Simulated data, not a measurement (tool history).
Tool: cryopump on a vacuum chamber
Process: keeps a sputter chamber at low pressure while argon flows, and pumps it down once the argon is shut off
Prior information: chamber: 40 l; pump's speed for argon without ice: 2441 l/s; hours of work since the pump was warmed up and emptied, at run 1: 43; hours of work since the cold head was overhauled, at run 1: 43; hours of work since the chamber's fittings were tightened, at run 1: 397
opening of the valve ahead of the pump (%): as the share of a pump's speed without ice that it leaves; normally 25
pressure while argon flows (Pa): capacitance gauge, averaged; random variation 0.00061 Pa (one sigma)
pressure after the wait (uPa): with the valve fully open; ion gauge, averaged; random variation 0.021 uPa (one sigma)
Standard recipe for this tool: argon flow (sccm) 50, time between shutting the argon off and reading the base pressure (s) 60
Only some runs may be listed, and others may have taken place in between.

| run | hour | argon flow (sccm) | time between shutting the argon off and reading the base pressure (s) | opening of the valve ahead of the pump (%) | hours of work since the pump was warmed up and emptied | hours of work since the cold head was overhauled | hours of work since the chamber's fittings were tightened | pressure while argon flows (Pa) | pressure after the wait (uPa) |
|---|---|---|---|---|---|---|---|---|---|
| 1 | 0 | 50 | 60 | 25 | 43 | 43 | 397 | 0.1402 | 0.77 |
| 2 | 16.5 | 50 | 60 | 25 | 52 | 52 | 406 | 0.1392 | 0.81 |
| 3 | 23.6 | 50 | 60 | 25 | 56 | 56 | 410 | 0.1388 | 0.82 |
| 4 | 32 | 50 | 60 | 25 | 61 | 61 | 415 | 0.1392 | 0.78 |
| 5 | 46.8 | 50 | 60 | 25 | 69 | 69 | 423 | 0.1394 | 0.79 |
| 6 | 57.1 | 50 | 60 | 26 | 75 | 75 | 429 | 0.1354 | 0.8 |
| 7 | 64.9 | 50 | 60 | 26 | 79 | 79 | 433 | 0.1346 | 0.81 |
| 8 | 76.6 | 50 | 60 | 26 | 86 | 86 | 440 | 0.1343 | 0.82 |
| 9 | 83.4 | 23 | 242 | 52 | 89 | 89 | 444 | 0.0314 | 0.56 |
| 10 | 99.3 | 50 | 121 | 36 | 98 | 98 | 453 | 0.0971 | 0.62 |
| 11 | 114.6 | 50 | 131 | 25 | 107 | 107 | 461 | 0.141 | 0.65 |
| 12 | 125.7 | 50 | 60 | 24 | 113 | 113 | 467 | 0.1451 | 0.84 |
| 13 | 138.1 | 25 | 88 | 17 | 120 | 120 | 474 | 0.1013 | 0.72 |
| 14 | 149.7 | 77 | 226 | 16 | 126 | 126 | 481 | 0.3354 | 0.6 |
| 15 | 157.8 | 77 | 226 | 16 | 131 | 131 | 485 | 0.3348 | 0.6 |
| 16 | 169 | 50 | 60 | 32 | 137 | 137 | 491 | 0.1097 | 0.85 |

Per-run results on a tool with no hidden state, each run keeping its own random variation:
Hidden state at play: pump's speed, % of a pump's without ice; cold plate's temperature, K; leak into the chamber, uPa l/s; drift of the gauge itself on working_pa, %; drift of the gauge itself on base_upa, %.
| run | pressure while argon flows (Pa) | pressure after the wait (uPa) |
|---|---|---|
| 1 | 0.1394 | 0.5 |
| 2 | 0.1384 | 0.52 |
| 3 | 0.1379 | 0.52 |
| 4 | 0.1382 | 0.49 |
| 5 | 0.1384 | 0.49 |
| 6 | 0.1343 | 0.49 |
| 7 | 0.1335 | 0.51 |
| 8 | 0.1331 | 0.5 |
| 9 | 0.0309 | 0.24 |
| 10 | 0.0958 | 0.3 |
| 11 | 0.1396 | 0.32 |
| 12 | 0.1437 | 0.51 |
| 13 | 0.1006 | 0.37 |
| 14 | 0.3331 | 0.25 |
| 15 | 0.3325 | 0.24 |
| 16 | 0.1081 | 0.5 |
